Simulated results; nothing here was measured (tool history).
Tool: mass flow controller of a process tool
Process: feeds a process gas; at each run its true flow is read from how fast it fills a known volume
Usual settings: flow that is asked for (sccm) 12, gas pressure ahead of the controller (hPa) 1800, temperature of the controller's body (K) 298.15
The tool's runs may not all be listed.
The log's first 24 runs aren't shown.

run    hour  flow that is asked for (sccm)  gas pressure ahead of the controller (hPa)  temperature of the controller's body (K)  true flow (%)
 25  1944.1                             12                                        1800                                    298.15          99.63
 26  2014.1                             15                                        2780                                    307.15          99.69
 27  2101.8                              3                                        1560                                    302.15           98.9
 28  2152.9                              3                                        1560                                    302.15          98.96
 29  2201.9                              2                                        1800                                    298.15          99.31
 30  2294.9                              2                                        1800                                    297.15          99.29
 31  2348.8                              2                                        1800                                    297.15          99.29
 32  2458.7                              3                                        1600                                    294.15           99.4
 33  2511.7                              3                                        1600                                    294.15          99.45
 34  2559.1                              3                                        1600                                    294.15          99.55
 35  2621.7                              4                                        1800                                    300.15          99.17
 36  2722.8                              3                                        2280                                    298.15          99.49
 37  2784.2                              8                                        1820                                    300.15           99.4
 38  2840.6                             11                                        1690                                    298.15          99.52
 39  2919.8                             11                                        1690                                    304.15          99.24
 40  3024.5                              4                                        2520                                    311.15             99
 41  3129.6                              4                                        2520                                    311.15          98.87
 42  3190.5                              3                                        2520                                    311.15          98.97
 43  3236.5                              3                                        2520                                    311.15          98.96
 44  3329.3                              3                                        2520                                    311.15          99.01
 45  3380.4                              3                                        2520                                    311.15          99.02
 46  3481.3                              7                                        1810                                    293.15          99.75
 47    3552                              2                                        2560                                    299.15          99.54
 48  3652.4                              2                                        2560                                    299.15          99.51
 49  3716.2                             12                                        2060                                    298.15          99.72

Forecast each of these 3 alternatives for the next run:
  A  3763.4                              2                                        1990                                    298.15              ?
  B  3763.4                             19                                        1800                                    298.15              ?
  C  3763.4                             12                                        2070                                    298.15              ?

run  true flow (%)
  A          99.26
  B          99.89
  C          99.85
Without the tool's hidden state the same runs would have given:
run  true flow (%)
  A          99.21
  B          99.88
  C          99.84
